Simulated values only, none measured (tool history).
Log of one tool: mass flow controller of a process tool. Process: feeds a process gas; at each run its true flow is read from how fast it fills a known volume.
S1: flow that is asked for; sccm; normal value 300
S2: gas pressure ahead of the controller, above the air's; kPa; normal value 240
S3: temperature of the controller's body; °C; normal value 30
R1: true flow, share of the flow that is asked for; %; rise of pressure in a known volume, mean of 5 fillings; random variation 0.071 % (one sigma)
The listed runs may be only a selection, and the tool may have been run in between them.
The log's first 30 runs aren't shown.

{"run": 31, "hour": 8957.2, "S1": 260, "S2": 252, "S3": 25, "R1": 99.4}
{"run": 32, "hour": 9348.7, "S1": 260, "S2": 252, "S3": 25, "R1": 99.25}
{"run": 33, "hour": 9655.8, "S1": 435, "S2": 252, "S3": 35, "R1": 100.54}
{"run": 34, "hour": 10008.3, "S1": 359, "S2": 185, "S3": 39, "R1": 100.2}
{"run": 35, "hour": 10422.8, "S1": 162, "S2": 269, "S3": 26, "R1": 97.12}
{"run": 36, "hour": 10712.7, "S1": 300, "S2": 266, "S3": 22, "R1": 99.17}
{"run": 37, "hour": 11028.7, "S1": 300, "S2": 266, "S3": 22, "R1": 99.14}
{"run": 38, "hour": 11418.8, "S1": 300, "S2": 266, "S3": 22, "R1": 99.2}
{"run": 39, "hour": 11709.7, "S1": 300, "S2": 266, "S3": 22, "R1": 98.99}
{"run": 40, "hour": 11998.4, "S1": 134, "S2": 202, "S3": 21, "R1": 95.21}
{"run": 41, "hour": 12312.1, "S1": 134, "S2": 202, "S3": 21, "R1": 95.08}
{"run": 42, "hour": 12716.1, "S1": 134, "S2": 202, "S3": 21, "R1": 94.91}
{"run": 43, "hour": 13006.3, "S1": 247, "S2": 238, "S3": 33, "R1": 98.44}
{"run": 44, "hour": 13416.3, "S1": 247, "S2": 238, "S3": 33, "R1": 98.27}
{"hour": 13506.8, "done": "controller's zero set anew"}
{"run": 45, "hour": 13649.1, "S1": 159, "S2": 249, "S3": 21, "R1": 101.74}
{"run": 46, "hour": 13894.8, "S1": 948, "S2": 228, "S3": 25, "R1": 102.59}
{"run": 47, "hour": 14124.8, "S1": 736, "S2": 228, "S3": 25, "R1": 102.58}
{"run": 48, "hour": 14431.0, "S1": 271, "S2": 240, "S3": 33, "R1": 102.12}

Forecast each of these 3 alternatives for the next run:
{"run": "A", "hour": 14775.8, "S1": 271, "S2": 165, "S3": 29, "R1": "?"}
{"run": "B", "hour": 14775.8, "S1": 271, "S2": 171, "S3": 33, "R1": "?"}
{"run": "C", "hour": 14775.8, "S1": 126, "S2": 176, "S3": 33, "R1": "?"}

run=A R1=102.05
run=B R1=102.05
run=C R1=101.36
Without the tool's unlogged condition, the same runs would have read:
run=A R1=99.66
run=B R1=99.67
run=C R1=99.60
